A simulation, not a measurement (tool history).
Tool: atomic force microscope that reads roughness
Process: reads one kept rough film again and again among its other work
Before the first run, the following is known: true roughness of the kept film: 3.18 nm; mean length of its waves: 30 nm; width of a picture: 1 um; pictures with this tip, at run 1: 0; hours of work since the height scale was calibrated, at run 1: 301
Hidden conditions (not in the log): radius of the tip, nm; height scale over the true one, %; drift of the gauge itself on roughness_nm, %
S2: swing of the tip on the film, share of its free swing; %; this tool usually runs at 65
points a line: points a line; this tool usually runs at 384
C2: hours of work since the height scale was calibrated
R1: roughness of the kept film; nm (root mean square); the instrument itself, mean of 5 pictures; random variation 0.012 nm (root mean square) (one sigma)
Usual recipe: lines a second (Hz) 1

{"run": 1, "hour": 0.0, "lines a second (Hz)": 1, "S2": 65, "points a line": 384, "pictures with this tip": 0, "C2": 301, "R1": 2.853}
{"run": 2, "hour": 12.9, "lines a second (Hz)": 0.73, "S2": 65, "points a line": 384, "pictures with this tip": 29, "C2": 311, "R1": 2.594}
{"run": 3, "hour": 23.3, "lines a second (Hz)": 0.73, "S2": 65, "points a line": 384, "pictures with this tip": 53, "C2": 319, "R1": 2.41}
{"run": 4, "hour": 29.2, "lines a second (Hz)": 1, "S2": 65, "points a line": 968, "pictures with this tip": 66, "C2": 323, "R1": 2.317}
{"hour": 31.3, "done": "new tip fitted"}
{"run": 5, "hour": 36.9, "lines a second (Hz)": 1, "S2": 65, "points a line": 968, "pictures with this tip": 12, "C2": 329, "R1": 2.719}
{"run": 6, "hour": 43.6, "lines a second (Hz)": 1, "S2": 65, "points a line": 384, "pictures with this tip": 27, "C2": 334, "R1": 2.606}
{"run": 7, "hour": 50.9, "lines a second (Hz)": 1, "S2": 65, "points a line": 384, "pictures with this tip": 44, "C2": 340, "R1": 2.454}
{"run": 8, "hour": 59.9, "lines a second (Hz)": 1, "S2": 65, "points a line": 384, "pictures with this tip": 64, "C2": 347, "R1": 2.323}
{"hour": 62.7, "done": "new tip fitted"}
{"run": 9, "hour": 66.7, "lines a second (Hz)": 1, "S2": 65, "points a line": 395, "pictures with this tip": 9, "C2": 351, "R1": 2.748}
{"run": 10, "hour": 76.1, "lines a second (Hz)": 1, "S2": 65, "points a line": 395, "pictures with this tip": 31, "C2": 359, "R1": 2.553}
{"run": 11, "hour": 84.2, "lines a second (Hz)": 1.17, "S2": 89, "points a line": 288, "pictures with this tip": 49, "C2": 365, "R1": 2.214}
{"hour": 94.0, "done": "new tip fitted"}
{"run": 12, "hour": 94.0, "lines a second (Hz)": 1.17, "S2": 89, "points a line": 288, "pictures with this tip": 0, "C2": 372, "R1": 2.582}
{"run": 13, "hour": 100.7, "lines a second (Hz)": 1.17, "S2": 89, "points a line": 288, "pictures with this tip": 15, "C2": 377, "R1": 2.468}
{"run": 14, "hour": 107.9, "lines a second (Hz)": 0.53, "S2": 65, "points a line": 740, "pictures with this tip": 31, "C2": 383, "R1": 2.636}
{"run": 15, "hour": 119.7, "lines a second (Hz)": 0.53, "S2": 65, "points a line": 740, "pictures with this tip": 58, "C2": 392, "R1": 2.412}

What if the next run were any one of these 3? Each begins from the tool's condition after run 15:
{"hour": 125.3, "done": "new tip fitted"}
{"run": "A", "hour": 127.6, "lines a second (Hz)": 1, "S2": 76, "points a line": 384, "pictures with this tip": 6, "C2": 398, "R1": "?"}
{"hour": 125.3, "done": "new tip fitted"}
{"run": "B", "hour": 127.6, "lines a second (Hz)": 1.08, "S2": 87, "points a line": 740, "pictures with this tip": 6, "C2": 398, "R1": "?"}
{"hour": 125.3, "done": "new tip fitted"}
{"run": "C", "hour": 127.6, "lines a second (Hz)": 1.35, "S2": 65, "points a line": 987, "pictures with this tip": 6, "C2": 398, "R1": "?"}

run=A R1=2.724
run=B R1=2.632
run=C R1=2.789
Without the tool's hidden state the same runs would have given:
run=A R1=2.787
run=B R1=2.693
run=C R1=2.854
